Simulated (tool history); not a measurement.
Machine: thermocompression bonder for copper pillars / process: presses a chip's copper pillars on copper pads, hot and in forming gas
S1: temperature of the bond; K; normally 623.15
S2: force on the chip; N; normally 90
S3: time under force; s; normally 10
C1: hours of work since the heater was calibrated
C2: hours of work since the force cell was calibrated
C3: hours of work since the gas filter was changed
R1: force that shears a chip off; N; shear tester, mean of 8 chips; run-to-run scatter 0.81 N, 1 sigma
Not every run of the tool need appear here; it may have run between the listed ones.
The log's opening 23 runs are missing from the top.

| run | day | S1 | S2 | S3 | C1 | C2 | C3 | R1 |
|---|---|---|---|---|---|---|---|---|
| 24 | 43.112 | 639.15 | 90 | 11 | 712 | 628 | 263 | 60.4 |
| 25 | 44.712 | 599.15 | 101 | 20 | 730 | 646 | 282 | 60.7 |
| 26 | 45.854 | 599.15 | 101 | 20 | 743 | 659 | 295 | 60.3 |
| 27 | 47.738 | 623.15 | 98 | 6 | 765 | 681 | 317 | 46.5 |
| 28 | 50.342 | 623.15 | 98 | 6 | 795 | 711 | 347 | 45.6 |
| 29 | 51.871 | 607.15 | 69 | 10 | 813 | 729 | 364 | 31.6 |
| 30 | 53.525 | 607.15 | 69 | 10 | 832 | 748 | 383 | 32.6 |
| 31 | 55.442 | 607.15 | 69 | 10 | 854 | 770 | 406 | 31.1 |
| 32 | 57.996 | 607.15 | 95 | 10 | 883 | 799 | 435 | 44.9 |
|  | 59.188 | forming gas filter changed |
| 33 | 59.700 | 607.15 | 95 | 10 | 903 | 819 | 6 | 49.6 |
| 34 | 61.167 | 596.15 | 107 | 29 | 920 | 836 | 23 | 73.3 |
|  | 61.462 | heater calibrated with a thermocouple chip |
| 35 | 63.279 | 596.15 | 107 | 29 | 21 | 859 | 46 | 80.8 |
| 36 | 64.921 | 605.15 | 111 | 16 | 40 | 878 | 65 | 73.0 |
| 37 | 66.988 | 605.15 | 130 | 16 | 64 | 902 | 89 | 83.0 |
| 38 | 69.688 | 645.15 | 67 | 6 | 95 | 933 | 120 | 39.4 |
| 39 | 71.712 | 645.15 | 67 | 6 | 118 | 957 | 144 | 39.1 |

3 ways to go on from here, each from the tool as it stands after run 39. What would each give?
| A | 74.367 | 647.15 | 115 | 15 | 149 | 987 | 174 | ? |
| B | 74.367 | 597.15 | 92 | 9 | 149 | 987 | 174 | ? |
| C | 74.367 | 645.15 | 87 | 6 | 149 | 987 | 174 | ? |

| run | R1 |
|---|---|
| A | 91.4 |
| B | 43.6 |
| C | 53.0 |
What these runs would have given with no unlogged condition in the tool:
| run | R1 |
|---|---|
| A | 101.2 |
| B | 50.4 |
| C | 60.6 |
